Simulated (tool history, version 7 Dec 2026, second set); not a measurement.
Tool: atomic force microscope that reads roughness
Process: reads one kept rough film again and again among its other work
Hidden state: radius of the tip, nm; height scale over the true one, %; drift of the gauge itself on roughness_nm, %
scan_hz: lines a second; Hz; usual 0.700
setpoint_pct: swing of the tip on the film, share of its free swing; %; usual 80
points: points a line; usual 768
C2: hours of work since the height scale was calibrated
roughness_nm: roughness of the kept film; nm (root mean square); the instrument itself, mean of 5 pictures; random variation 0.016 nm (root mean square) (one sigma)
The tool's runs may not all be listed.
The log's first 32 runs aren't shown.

Run 33, hour 374.4: usual settings but scan_hz 2.715 Hz, setpoint_pct 71 %, points 328; pictures with this tip 70; C2 101. Result: roughness_nm 3.273 nm (root mean square).
Run 34, hour 380.8: usual settings but scan_hz 2.657 Hz, setpoint_pct 84 %, points 292; pictures with this tip 77; C2 105. Result: roughness_nm 2.841 nm (root mean square).
Run 35, hour 390.0: usual settings but scan_hz 2.657 Hz, setpoint_pct 84 %, points 292; pictures with this tip 87; C2 110. Result: roughness_nm 2.825 nm (root mean square).
Run 36, hour 400.1: usual settings but scan_hz 2.657 Hz, setpoint_pct 84 %, points 292; pictures with this tip 98; C2 116. Result: roughness_nm 2.798 nm (root mean square).
Run 37, hour 409.0: usual settings but scan_hz 0.550 Hz, setpoint_pct 65 %, points 437; pictures with this tip 107; C2 121. Result: roughness_nm 3.664 nm (root mean square).
Run 38, hour 417.4: usual settings but scan_hz 0.550 Hz, setpoint_pct 65 %, points 437; pictures with this tip 116; C2 126. Result: roughness_nm 3.661 nm (root mean square).
Run 39, hour 433.0: usual settings but scan_hz 0.550 Hz, setpoint_pct 65 %, points 437; pictures with this tip 132; C2 135. Result: roughness_nm 3.604 nm (root mean square).
Run 40, hour 439.8: usual settings but scan_hz 0.550 Hz, setpoint_pct 65 %, points 437; pictures with this tip 140; C2 139. Result: roughness_nm 3.569 nm (root mean square).
Run 41, hour 449.2: usual settings but scan_hz 3.062 Hz, setpoint_pct 61 %, points 535; pictures with this tip 149; C2 145. Result: roughness_nm 3.258 nm (root mean square).
At hour 460.3: new tip fitted.
Run 42, hour 462.9: usual settings but scan_hz 1.267 Hz, setpoint_pct 83 %, points 535; pictures with this tip 2; C2 152. Result: roughness_nm 3.533 nm (root mean square).
Run 43, hour 473.5: usual settings but scan_hz 2.622 Hz, setpoint_pct 83 %; pictures with this tip 14; C2 158. Result: roughness_nm 3.023 nm (root mean square).
Run 44, hour 485.1: usual settings but scan_hz 2.523 Hz, setpoint_pct 77 %, points 935; pictures with this tip 26; C2 165. Result: roughness_nm 3.228 nm (root mean square).
Run 45, hour 498.3: usual settings but scan_hz 2.523 Hz, setpoint_pct 77 %, points 935; pictures with this tip 40; C2 173. Result: roughness_nm 3.203 nm (root mean square).

Forecast each of these 3 alternatives for the next run:
Run A, hour 513.7: usual settings but scan_hz 0.668 Hz, setpoint_pct 77 %, points 318; pictures with this tip 56; C2 181. Result: roughness_nm ?.
Run B, hour 513.7: usual settings but scan_hz 3.071 Hz, setpoint_pct 61 %, points 414; pictures with this tip 56; C2 181. Result: roughness_nm ?.
Run C, hour 513.7: usual settings but scan_hz 0.855 Hz, setpoint_pct 77 %, points 935; pictures with this tip 56; C2 181. Result: roughness_nm ?.

run  roughness_nm
  A         3.659
  B         3.517
  C         3.616
Without the tool's hidden state the same runs would have given:
run  roughness_nm
  A         3.836
  B         3.686
  C         3.790
